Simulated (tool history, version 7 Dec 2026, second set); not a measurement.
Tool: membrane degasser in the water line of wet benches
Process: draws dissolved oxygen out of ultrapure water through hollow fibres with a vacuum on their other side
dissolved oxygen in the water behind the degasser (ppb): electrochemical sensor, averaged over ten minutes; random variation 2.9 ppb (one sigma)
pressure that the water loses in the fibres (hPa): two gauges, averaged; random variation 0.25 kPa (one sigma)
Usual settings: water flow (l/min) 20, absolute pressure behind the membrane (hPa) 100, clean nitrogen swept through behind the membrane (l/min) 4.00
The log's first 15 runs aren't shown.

| run | hour | water flow (l/min) | absolute pressure behind the membrane (hPa) | clean nitrogen swept through behind the membrane (l/min) | hours since the membrane was changed | hours since the vacuum gauge was calibrated | hours since the vacuum lines were made tight | dissolved oxygen in the water behind the degasser (ppb) | pressure that the water loses in the fibres (hPa) |
|---|---|---|---|---|---|---|---|---|---|
| 16 | 3453.0 | 20 | 100 | 4.00 | 12553 | 4361 | 3544 | 397.8 | 736.2 |
| 17 | 3693.1 | 15 | 93 | 4.00 | 12793 | 4601 | 3784 | 272.6 | 557.6 |
| 18 | 3879.4 | 23 | 100 | 6.71 | 12979 | 4787 | 3970 | 430.2 | 856.1 |
| 19 | 4182.1 | 18 | 100 | 6.71 | 13282 | 5090 | 4273 | 325.1 | 673.9 |
| 20 | 4468.0 | 23 | 117 | 9.11 | 13568 | 5376 | 4559 | 435.8 | 859.5 |
| 21 | 4753.0 | 12 | 88 | 4.67 | 13853 | 5661 | 4844 | 196.6 | 451.4 |
|  | 4906.1 | membrane cartridge changed |
| 22 | 5056.8 | 25 | 100 | 4.00 | 151 | 5960 | 5143 | 390.1 | 826.3 |
| 23 | 5257.5 | 15 | 242 | 8.80 | 351 | 6161 | 5344 | 227.7 | 499.7 |
| 24 | 5403.9 | 30 | 87 | 3.85 | 498 | 6307 | 5490 | 472.8 | 990.8 |
|  | 5473.3 | seals of the vacuum lines changed |
| 25 | 5623.6 | 30 | 128 | 10.15 | 715 | 6525 | 150 | 431.4 | 1002.1 |
| 26 | 5806.9 | 30 | 102 | 10.15 | 899 | 6708 | 334 | 414.4 | 994.0 |
| 27 | 6092.2 | 30 | 102 | 10.15 | 1184 | 6994 | 619 | 422.2 | 1004.9 |
|  | 6394.3 | vacuum gauge calibrated |
| 28 | 6394.3 | 15 | 151 | 2.00 | 1486 | 0 | 921 | 341.5 | 501.1 |
| 29 | 6646.4 | 15 | 151 | 2.00 | 1738 | 252 | 1173 | 339.4 | 503.1 |
| 30 | 6905.0 | 15 | 151 | 2.00 | 1996 | 511 | 1431 | 343.6 | 505.5 |
| 31 | 7048.7 | 15 | 151 | 2.00 | 2140 | 654 | 1575 | 350.3 | 506.2 |
| 32 | 7344.0 | 19 | 100 | 1.78 | 2435 | 950 | 1870 | 373.7 | 637.2 |

Forecast each of these 4 alternatives for the next run:
| A | 7564.7 | 20 | 100 | 2.38 | 2656 | 1170 | 2091 | ? | ? |
| B | 7564.7 | 19 | 100 | 2.24 | 2656 | 1170 | 2091 | ? | ? |
| C | 7564.7 | 26 | 123 | 8.87 | 2656 | 1170 | 2091 | ? | ? |
| D | 7564.7 | 16 | 156 | 4.00 | 2656 | 1170 | 2091 | ? | ? |

| run | dissolved oxygen in the water behind the degasser (ppb) | pressure that the water loses in the fibres (hPa) |
|---|---|---|
| A | 354.5 | 679.0 |
| B | 344.5 | 638.4 |
| C | 389.7 | 875.7 |
| D | 272.0 | 539.9 |
Without the tool's hidden state the same runs would have given:
| run | dissolved oxygen in the water behind the degasser (ppb) | pressure that the water loses in the fibres (hPa) |
|---|---|---|
| A | 334.0 | 663.2 |
| B | 324.6 | 623.5 |
| C | 364.8 | 855.3 |
| D | 255.9 | 527.3 |

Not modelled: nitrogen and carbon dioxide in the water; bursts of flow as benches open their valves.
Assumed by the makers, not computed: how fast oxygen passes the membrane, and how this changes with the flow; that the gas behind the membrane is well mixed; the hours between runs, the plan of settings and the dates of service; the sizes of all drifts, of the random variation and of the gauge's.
